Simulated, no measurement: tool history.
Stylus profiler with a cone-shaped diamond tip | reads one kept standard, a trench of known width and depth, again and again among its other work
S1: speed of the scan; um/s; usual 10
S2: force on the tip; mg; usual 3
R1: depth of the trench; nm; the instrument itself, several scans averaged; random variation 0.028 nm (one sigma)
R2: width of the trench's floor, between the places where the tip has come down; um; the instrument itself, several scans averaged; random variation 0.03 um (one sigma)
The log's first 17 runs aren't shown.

| run | day | S1 | S2 | R1 | R2 |
|---|---|---|---|---|---|
| 18 | 60.4 | 11 | 3 | 100.7 | 17.81 |
| 19 | 64.996 | 10 | 1.33 | 100.45 | 17.76 |
| 20 | 70.054 | 21 | 1.96 | 100.55 | 17.68 |
| 21 | 73.7 | 21 | 1.96 | 100.57 | 17.65 |
| 22 | 77.142 | 10 | 1.81 | 100.58 | 17.71 |
| 23 | 80.742 | 10 | 1.81 | 100.61 | 17.73 |
| 24 | 84.325 | 10 | 1.81 | 100.6 | 17.61 |
| 25 | 86.892 | 31 | 2.37 | 100.72 | 17.54 |
| 26 | 89.425 | 30 | 3 | 100.75 | 17.53 |
| 27 | 92.825 | 38 | 1.48 | 100.57 | 17.44 |
| 28 | 95.762 | 10 | 2.03 | 100.63 | 17.66 |
| 29 | 99.467 | 10 | 1.07 | 100.51 | 17.63 |
| 30 | 102.067 | 10 | 1.07 | 100.43 | 17.51 |
| 31 | 105.379 | 7 | 1.73 | 100.61 | 17.58 |
|  | 107.575 | new tip fitted, height scale calibrated |
| 32 | 107.85 | 5 | 7.61 | 101.31 | 18.61 |
| 33 | 111.875 | 5 | 7.61 | 101.33 | 18.5 |
| 34 | 115.712 | 5 | 7.61 | 101.35 | 18.47 |
| 35 | 119.988 | 13 | 7.61 | 101.3 | 18.51 |
| 36 | 122.412 | 6 | 7.61 | 101.34 | 18.44 |
| 37 | 125.242 | 16 | 4.49 | 100.96 | 18.35 |
| 38 | 129.329 | 39 | 1.63 | 100.51 | 18.21 |

Forecast each of these 4 alternatives for the next run:
| A | 132.2 | 2 | 3.24 | ? | ? |
| B | 132.2 | 18 | 3.83 | ? | ? |
| C | 132.2 | 10 | 3.47 | ? | ? |
| D | 132.2 | 3 | 2.81 | ? | ? |

| run | R1 | R2 |
|---|---|---|
| A | 100.81 | 18.42 |
| B | 100.94 | 18.31 |
| C | 100.84 | 18.42 |
| D | 100.73 | 18.37 |
Without the tool's hidden state the same runs would have given:
| run | R1 | R2 |
|---|---|---|
| A | 100.75 | 18.61 |
| B | 100.87 | 18.5 |
| C | 100.78 | 18.61 |
| D | 100.67 | 18.57 |
